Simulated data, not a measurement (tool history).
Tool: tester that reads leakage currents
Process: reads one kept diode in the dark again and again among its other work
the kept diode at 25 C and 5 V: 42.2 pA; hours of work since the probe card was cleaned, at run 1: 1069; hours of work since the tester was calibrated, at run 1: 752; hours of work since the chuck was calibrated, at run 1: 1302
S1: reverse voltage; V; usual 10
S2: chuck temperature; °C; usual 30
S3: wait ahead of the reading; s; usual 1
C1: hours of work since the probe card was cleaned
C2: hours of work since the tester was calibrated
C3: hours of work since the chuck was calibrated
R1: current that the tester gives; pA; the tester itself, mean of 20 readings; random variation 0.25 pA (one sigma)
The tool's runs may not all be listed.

run    hour    S1  S2    S3    C1    C2    C3      R1
  1       0    10  30     1  1069   752  1302   93.85
  2   146.7   2.8  30     1  1144   827  1377   61.75
      253.5  -- probe card cleaned and baked
  3   273.1   2.8  30     1    10   890  1441   61.87
  4   339.9   2.8  30     1    44   925  1475   61.99
  5   493.3   2.8  30     1   123  1003  1554    62.5
  6   597.9    10  30     1   177  1057  1607   94.77
  7   674.6    10  30  6.19   216  1096  1647   92.73
  8   753.4    10  30  6.19   256  1137  1687   92.85
  9   857.4    10  33     1   310  1190  1740  121.76
 10  1009.1    10  33     1   388  1268  1818  122.22
 11  1075.8    10  33     1   422  1302  1852  122.92
 12  1226.8    10  33     1   499  1380  1930  123.47
 13  1350.1    10  30  3.64   562  1443  1993   96.79
 14    1474    10  30  3.64   626  1506  2057   97.21
 15  1573.4  18.8  45     1   677  1557  2108  378.72
 16  1638.7   1.1  30  0.37   711  1591  2141   49.85
 17  1760.6   1.7  22  4.61   773  1653  2204   29.12
 18  1881.3   1.7  23  8.64   835  1715  2266   31.79
     1930.6  -- chuck's temperature calibrated
 19  1997.9   1.7  23  8.64   894  1774    34   26.59
 20  2066.7   2.1  23  8.64   929  1809    70   28.63
 21  2144.2  15.3  59  5.82   969  1849   110  827.65
 22  2272.1  15.3  59  5.82  1034  1915   175  827.27
 23  2364.9  15.3  59  5.82  1082  1962   223  833.67
 24  2514.9  12.7  54  0.46  1159  2039   300  570.53
       2597  -- probe card cleaned and baked
 25    2617   7.9  40  0.77    10  2090   351  175.33
 26  2732.3    10  30  4.74    69  2149   410   85.01
 27  2815.3   8.6  30  4.74   112  2192   452   81.61
 28  2892.5   8.6  30  4.74   152  2231   492   82.16

5 ways to go on from here, each from the tool as it stands after run 28. What would each give?
  A  3024   2.3  30  4.74  219  2299  559   ?
  B  3024    10  30  1.07  219  2299  559   ?
  C  3024   1.1  23  8.44  219  2299  559   ?
  D  3024    10  30  0.95  219  2299  559   ?
  E  3024  15.1  57  9.52  219  2299  559   ?

run     R1
  A  54.57
  B  89.11
  C  24.23
  D  89.54
  E  739.9
Without the tool's hidden state the same runs would have given:
run      R1
  A   50.55
  B   82.39
  C   22.39
  D   82.81
  E  691.53
